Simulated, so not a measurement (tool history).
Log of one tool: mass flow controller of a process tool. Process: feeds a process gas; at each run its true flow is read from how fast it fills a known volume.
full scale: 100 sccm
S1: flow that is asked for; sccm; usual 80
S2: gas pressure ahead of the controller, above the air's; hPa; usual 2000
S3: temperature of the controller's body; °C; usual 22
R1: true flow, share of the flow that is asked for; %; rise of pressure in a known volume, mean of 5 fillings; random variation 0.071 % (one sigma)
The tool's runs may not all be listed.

run,hour,S1,S2,S3,R1
1,0.0,80,2000,22,99.51
2,54.4,80,2000,32,98.77
3,131.7,80,2000,32,98.70
4,187.3,80,2000,32,98.81
5,252.6,80,2000,32,98.60
6,302.7,80,2000,32,98.44
7,357.2,39,2000,32,97.22
8,433.2,39,2000,32,97.03
9,497.5,39,2000,32,96.96
10,572.0,39,2290,26,97.11
11,608.7,39,2290,26,97.09
12,671.2,66,1710,33,97.79
13,749.0,66,1710,33,97.75
14,785.0,42,1560,22,97.51
15,849.4,42,1560,22,97.53

4 ways to go on from here, each from the tool as it stands after run 15. What would each give?
A,886.8,34,1420,35,?
B,886.8,30,2700,22,?
C,886.8,51,1700,39,?
D,886.8,57,2310,27,?

run,R1
A,96.47
B,96.54
C,96.66
D,97.31
Without the tool's hidden state the same runs would have given:
run,R1
A,97.48
B,97.55
C,97.68
D,98.34

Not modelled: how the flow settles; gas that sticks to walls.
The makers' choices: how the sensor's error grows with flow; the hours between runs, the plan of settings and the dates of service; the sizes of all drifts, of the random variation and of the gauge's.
